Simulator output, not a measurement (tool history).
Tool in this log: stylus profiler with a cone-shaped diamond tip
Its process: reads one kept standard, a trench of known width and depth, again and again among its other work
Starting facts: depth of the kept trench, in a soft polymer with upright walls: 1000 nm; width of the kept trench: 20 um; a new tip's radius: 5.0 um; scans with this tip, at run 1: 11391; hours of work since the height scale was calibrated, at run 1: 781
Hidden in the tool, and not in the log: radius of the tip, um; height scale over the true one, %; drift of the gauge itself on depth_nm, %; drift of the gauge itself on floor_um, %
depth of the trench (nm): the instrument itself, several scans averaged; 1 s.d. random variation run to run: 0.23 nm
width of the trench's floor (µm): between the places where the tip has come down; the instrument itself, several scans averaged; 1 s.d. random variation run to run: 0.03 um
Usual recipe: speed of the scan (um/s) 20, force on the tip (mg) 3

run    hour  speed of the scan (um/s)  force on the tip (mg)  scans with this tip  hours of work since the height scale was calibrated  depth of the trench (nm)  width of the trench's floor (µm)
  1       0                        20                      3                11391                                                  781                   1011.25                             11.89
  2    71.6                        20                   5.18                11604                                                  835                   1016.42                             11.83
  3   183.4                        20                   5.18                11935                                                  917                   1016.99                             11.79
  4   259.2                        15                      3                12160                                                  974                   1010.59                             11.78
  5     363                        20                   7.99                12468                                                 1051                      1023                             11.73
  6   461.4                        20                    1.4                12760                                                 1124                   1005.19                             11.63
  7   528.2                        20                    1.4                12958                                                 1173                   1004.27                             11.59
  8   583.9                        78                    1.4                13123                                                 1214                   1004.47                             11.33
  9   640.8                        20                      3                13292                                                 1257                   1009.79                             11.57
 10     717                        20                      3                13518                                                 1313                   1009.71                             11.61
 11   827.4                        20                      3                13845                                                 1395                   1009.33                             11.41
 12   932.4                        20                   2.48                14157                                                 1473                   1007.24                             11.41
 13  1004.6                        33                      3                14371                                                 1526                   1008.83                             11.39
 14  1080.4                        33                      3                14596                                                 1583                    1008.5                             11.36
 15    1152                        33                      3                14809                                                 1636                   1008.12                             11.34
 16  1219.7                        11                    2.4                15009                                                 1686                   1006.53                             11.32
 17  1303.9                         6                   3.55                15259                                                 1748                   1009.85                             11.34
 18    1368                         6                   3.55                15449                                                 1796                   1009.37                             11.28
 19  1471.5                         6                   5.14                15756                                                 1873                   1013.45                             11.26
 20  1568.2                         8                   1.97                16043                                                 1944                   1004.29                             11.22
 21  1642.3                        49                   1.44                16263                                                 1999                   1001.74                                11
     1727.7  -- height scale calibrated on a step standard
 22  1730.7                        19                   1.21                16524                                                    2                   1007.85                             11.06
 23  1796.1                        13                   3.18                16718                                                   51                   1014.11                             11.13
 24    1860                        13                   3.18                16907                                                   98                   1013.89                             11.08
 25  1910.7                        13                   3.18                17058                                                  136                   1014.56                             11.07
 26  1978.7                        61                    4.2                17259                                                  186                   1016.48                             10.82
 27  2044.1                        27                    4.2                17453                                                  235                   1016.42                             10.95

Difference, measured minus no-hidden-state, one row per run. Run-to-run variation is common to both terms; the gauge's own scatter need not be:
run  depth of the trench (nm)  width of the trench's floor (µm)
  1                     -2.46                             -2.05
  2                     -2.65                             -2.09
  3                      -2.9                             -2.14
  4                     -3.06                             -2.18
  5                     -3.36                             -2.23
  6                     -3.52                             -2.27
  7                     -3.66                              -2.3
  8                     -3.78                             -2.32
  9                     -3.93                             -2.35
 10                      -4.1                             -2.39
 11                     -4.35                             -2.43
 12                     -4.59                             -2.48
 13                     -4.76                             -2.52
 14                     -4.94                             -2.54
 15                      -5.1                             -2.58
 16                     -5.26                              -2.6
 17                     -5.47                             -2.64
 18                     -5.63                             -2.67
 19                     -5.89                             -2.72
 20                     -6.04                             -2.76
 21                     -6.21                             -2.79
 22                     +0.18                             -2.82
 23                     +0.01                             -2.85
 24                     -0.13                             -2.87
 25                     -0.24                              -2.9
 26                      -0.4                             -2.93
 27                     -0.54                             -2.95
